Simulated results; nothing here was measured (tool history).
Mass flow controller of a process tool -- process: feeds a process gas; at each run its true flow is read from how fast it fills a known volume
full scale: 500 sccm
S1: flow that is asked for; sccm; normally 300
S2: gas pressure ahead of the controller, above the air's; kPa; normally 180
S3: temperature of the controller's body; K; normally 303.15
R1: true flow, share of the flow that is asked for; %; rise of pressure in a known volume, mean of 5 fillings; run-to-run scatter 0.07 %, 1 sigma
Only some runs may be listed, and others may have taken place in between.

run    hour   S1   S2      S3      R1
  1     0.0  300  180  303.15   98.85
  2   103.4   73  180  303.15  101.42
  3   261.7   97  180  303.15  100.60
  4   391.9   97  180  303.15  100.72
  5   544.9   97  180  303.15  100.73
  6   696.2   97  180  303.15  100.73
  7   815.2  116  180  303.15  100.11
  8   991.4  213  147  296.15   99.72
  9  1166.4  267  196  303.15   98.77

Run 10, settings as shown, results not yet in. Your forecast:
 10  1340.5  264  180  305.15   ?

Run 10 came out at R1 98.61 %.
With no hidden state in the tool, this same run would have given R1 98.93 %.

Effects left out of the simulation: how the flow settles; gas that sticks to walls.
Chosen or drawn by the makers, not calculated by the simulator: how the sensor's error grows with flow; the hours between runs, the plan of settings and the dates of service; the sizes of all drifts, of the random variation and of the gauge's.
